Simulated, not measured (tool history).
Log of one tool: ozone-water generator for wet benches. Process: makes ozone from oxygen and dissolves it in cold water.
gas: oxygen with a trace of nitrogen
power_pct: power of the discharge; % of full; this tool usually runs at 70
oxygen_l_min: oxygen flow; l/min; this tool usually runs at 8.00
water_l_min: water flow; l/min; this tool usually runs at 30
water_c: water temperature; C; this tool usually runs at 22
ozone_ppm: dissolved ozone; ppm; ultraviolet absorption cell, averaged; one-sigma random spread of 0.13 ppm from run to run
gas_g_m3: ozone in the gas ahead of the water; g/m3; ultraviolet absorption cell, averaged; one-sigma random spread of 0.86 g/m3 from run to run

Run 1, hour 0.0: usual settings. Result: ozone_ppm 13.2 ppm, gas_g_m3 140.0 g/m3.
Run 2, hour 41.0: usual settings but power_pct 65 % of full. Result: ozone_ppm 13.0 ppm, gas_g_m3 133.8 g/m3.
Run 3, hour 71.8: usual settings but power_pct 65 % of full, water_c 17 C. Result: ozone_ppm 13.9 ppm, gas_g_m3 133.4 g/m3.
Run 4, hour 110.4: usual settings but power_pct 64 % of full. Result: ozone_ppm 12.6 ppm, gas_g_m3 131.2 g/m3.
Run 5, hour 150.1: usual settings but water_l_min 28 l/min. Result: ozone_ppm 14.2 ppm, gas_g_m3 140.0 g/m3.
Run 6, hour 178.5: usual settings but water_l_min 28 l/min. Result: ozone_ppm 13.9 ppm, gas_g_m3 136.5 g/m3.
Run 7, hour 220.2: usual settings but water_l_min 28 l/min. Result: ozone_ppm 14.1 ppm, gas_g_m3 139.4 g/m3.
Run 8, hour 262.3: usual settings but water_l_min 28 l/min. Result: ozone_ppm 14.0 ppm, gas_g_m3 137.2 g/m3.
Run 9, hour 285.3: usual settings. Result: ozone_ppm 13.5 ppm, gas_g_m3 139.4 g/m3.
Run 10, hour 308.1: usual settings. Result: ozone_ppm 13.5 ppm, gas_g_m3 138.2 g/m3.
Run 11, hour 345.4: usual settings but oxygen_l_min 9.20 l/min. Result: ozone_ppm 13.9 ppm, gas_g_m3 129.0 g/m3.
Run 12, hour 362.9: usual settings but water_l_min 20 l/min, water_c 20 C. Result: ozone_ppm 17.8 ppm, gas_g_m3 139.2 g/m3.
Run 13, hour 396.9: usual settings but power_pct 47 % of full, oxygen_l_min 8.54 l/min, water_l_min 38 l/min, water_c 20 C. Result: ozone_ppm 9.2 ppm, gas_g_m3 103.9 g/m3.
Run 14, hour 414.3: usual settings but power_pct 47 % of full, oxygen_l_min 8.54 l/min, water_l_min 38 l/min, water_c 20 C. Result: ozone_ppm 9.2 ppm, gas_g_m3 103.5 g/m3.
At hour 418.0: water thermometer calibrated.
Run 15, hour 456.9: usual settings but power_pct 54 % of full, oxygen_l_min 5.93 l/min, water_l_min 38 l/min, water_c 19 C. Result: ozone_ppm 9.4 ppm, gas_g_m3 134.3 g/m3.
Run 16, hour 474.2: usual settings but power_pct 62 % of full, oxygen_l_min 9.82 l/min, water_l_min 32 l/min, water_c 19 C. Result: ozone_ppm 12.5 ppm, gas_g_m3 115.9 g/m3.
Run 17, hour 493.0: usual settings but power_pct 62 % of full, oxygen_l_min 9.82 l/min, water_l_min 32 l/min, water_c 19 C. Result: ozone_ppm 12.6 ppm, gas_g_m3 116.7 g/m3.
Run 18, hour 527.4: usual settings but power_pct 68 % of full, oxygen_l_min 8.42 l/min, water_l_min 40 l/min, water_c 14 C. Result: ozone_ppm 12.0 ppm, gas_g_m3 134.6 g/m3.
Run 19, hour 558.8: usual settings but water_l_min 27 l/min. Result: ozone_ppm 14.4 ppm, gas_g_m3 138.2 g/m3.
Run 20, hour 584.0: usual settings but power_pct 58 % of full, oxygen_l_min 12.48 l/min, water_l_min 18 l/min, water_c 25 C. Result: ozone_ppm 14.1 ppm, gas_g_m3 100.0 g/m3.
At hour 617.2: water thermometer calibrated, once more.
Run 21, hour 617.2: usual settings but power_pct 46 % of full, oxygen_l_min 6.28 l/min, water_l_min 18 l/min, water_c 19 C. Result: ozone_ppm 14.4 ppm, gas_g_m3 116.7 g/m3.
Run 22, hour 655.3: usual settings but power_pct 55 % of full, water_c 26 C. Result: ozone_ppm 10.6 ppm, gas_g_m3 119.1 g/m3.

3 options for the next run, each taken on its own from the tool as it stands now. Forecast them:
Run A, hour 695.0: usual settings but power_pct 62 % of full, oxygen_l_min 6.05 l/min, water_l_min 37 l/min. Result: ozone_ppm ?, gas_g_m3 ?.
Run B, hour 695.0: usual settings but water_c 15 C. Result: ozone_ppm ?, gas_g_m3 ?.
Run C, hour 695.0: usual settings but water_l_min 23 l/min. Result: ozone_ppm ?, gas_g_m3 ?.

run  ozone_ppm  gas_g_m3
  A       10.3     145.3
  B       14.7     138.2
  C       15.6     138.7
Without the tool's hidden state the same runs would have given:
run  ozone_ppm  gas_g_m3
  A       11.2     147.4
  B       15.9     140.3
  C       16.8     140.8
